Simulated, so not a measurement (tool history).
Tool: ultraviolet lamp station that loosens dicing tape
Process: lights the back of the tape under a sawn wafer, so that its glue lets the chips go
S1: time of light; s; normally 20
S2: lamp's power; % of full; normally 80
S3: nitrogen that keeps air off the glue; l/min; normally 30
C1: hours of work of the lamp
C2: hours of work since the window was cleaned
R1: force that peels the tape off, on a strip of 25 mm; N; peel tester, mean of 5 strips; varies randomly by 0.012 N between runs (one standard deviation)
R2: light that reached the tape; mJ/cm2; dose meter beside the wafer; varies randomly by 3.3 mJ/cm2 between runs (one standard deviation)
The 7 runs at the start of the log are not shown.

run,hour,S1,S2,S3,C1,C2,R1,R2
# hour 238.4: window cleaned of glue's vapour
8,244.5,20,80,30,592,3,1.125,363
9,270.9,20,80,30,604,15,1.212,361
10,323.9,20,80,30,629,39,1.217,358
11,366.5,20,80,30,648,59,1.224,348
12,402.6,20,80,30,665,75,1.273,346
# hour 417.5: window cleaned of glue's vapour, once more
13,442.5,20,72,30,683,11,0.97,391
14,490.7,20,72,30,705,33,1.014,396
15,543.2,20,72,30,729,58,1.062,386
16,597,20,72,30,753,82,1.069,380
17,638.2,18,69,14,772,101,1.904,325
18,669.4,10,64,28,787,115,3.528,166
19,697.1,10,64,28,799,128,3.491,161
20,725.6,31,70,28,812,141,0.504,555
21,770.3,31,70,28,833,161,0.546,543
22,814.8,31,70,28,853,182,0.548,538
23,865.1,31,70,28,876,205,0.555,531
24,907.7,31,70,28,896,224,0.578,526
25,949,31,70,28,914,243,0.598,519
26,999.6,31,70,22,938,266,0.653,515
27,1051.5,31,80,30,961,290,0.45,579
28,1096.9,31,80,30,982,311,0.477,566
29,1126.8,28,80,33,996,325,0.572,505
30,1160.3,28,80,33,1011,340,0.573,504
31,1209.7,24,97,30,1034,362,0.601,516

5 options for the next run, each taken on its own from the tool as it stands now. Forecast them:
A,1257.1,20,67,30,1055,384,?,?
B,1257.1,13,97,30,1055,384,?,?
C,1257.1,24,97,19,1055,384,?,?
D,1257.1,10,99,30,1055,384,?,?
E,1257.1,22,93,49,1055,384,?,?

run,R1,R2
A,1.657,290
B,1.863,278
C,0.73,510
D,2.507,215
E,0.661,452
Had the tool no hidden state, the same runs would have come out as:
run,R1,R2
A,0.8,433
B,0.928,413
C,0.311,761
D,1.416,322
E,0.293,674
